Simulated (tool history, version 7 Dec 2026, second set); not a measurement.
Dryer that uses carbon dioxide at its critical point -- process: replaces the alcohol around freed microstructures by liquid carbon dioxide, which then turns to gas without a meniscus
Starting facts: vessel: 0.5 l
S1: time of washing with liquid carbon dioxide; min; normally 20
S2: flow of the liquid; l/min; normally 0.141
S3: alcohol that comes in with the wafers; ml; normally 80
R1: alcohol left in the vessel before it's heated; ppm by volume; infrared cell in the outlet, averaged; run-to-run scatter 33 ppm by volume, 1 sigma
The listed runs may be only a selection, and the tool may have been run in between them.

run	day	S1	S2	S3	R1
1	0	20	0.141	80	3941
2	0.983	20	0.141	80	4013
3	1.512	20	0.141	80	3936
4	2.758	20	0.141	80	3987
5	3.779	20	0.141	80	4102
6	4.492	20	0.141	80	4131
7	5.771	20	0.141	80	4311
8	6.796	20	0.141	77	4345
9	7.971	20	0.141	35	2016
10	8.738	20	0.141	35	2017
11	9.925	20	0.141	35	2145
12	10.717	20	0.141	35	2096
13	11.962	20	0.141	35	2140
14	12.496	20	0.141	35	2130
# day 13.483: inlet filter changed
15	13.688	20	0.141	35	1036
16	14.675	20	0.141	81	2302
17	15.688	20	0.141	81	2358
18	16.629	20	0.141	81	2456
19	17.371	20	0.141	81	2393
20	18.45	20	0.213	29	197
21	19.004	20	0.213	29	188
22	19.958	26	0.156	80	486
23	20.567	32	0.129	34	265
24	21.171	23	0.121	46	1652
25	22.475	20	0.161	103	1851
26	23.625	30	0.13	103	809
27	24.792	30	0.13	103	819
28	25.533	20	0.155	80	1891
29	26.146	20	0.121	80	5076
30	27.108	20	0.141	43	1586
31	27.775	20	0.182	42	542
32	28.396	20	0.221	80	367
33	28.946	20	0.221	80	388
34	29.712	18	0.141	80	4297
35	30.633	14	0.148	22	2423
36	31.471	14	0.09	104	36462
37	32.262	14	0.09	104	36240
38	33.504	14	0.09	104	36005

Selected run-to-run steps in R1, each split into two signed amounts: the part the tool would show with no hidden state at all (from settings, incoming material and random variation), and the remainder, which goes to the hidden state together with any gauge scatter not common to the measured and the hidden-state-free results:
The hidden state here: flow that reaches the vessel past the clogged filter, %; alcohol in the recycled carbon dioxide, ppm; drift of the gauge itself on alcohol_ppm, %.
Run 8 -> 9: S3 77 -> 35. R1 -2329 ppm by volume: hidden state -1124, all else -1205.
Run 14 -> 15: inlet filter changed. R1 -1094 ppm by volume: hidden state -1089, all else -5.
Run 29 -> 30: S2 0.121 -> 0.141, S3 80 -> 43. R1 -3490 ppm by volume: hidden state -512, all else -2978.
Run 33 -> 34: S1 20 -> 18, S2 0.221 -> 0.141. R1 +3909 ppm by volume: hidden state +801, all else +3108.
Run 35 -> 36: S2 0.148 -> 0.09, S3 22 -> 104. R1 +34039 ppm by volume: hidden state +3979, all else +30060.
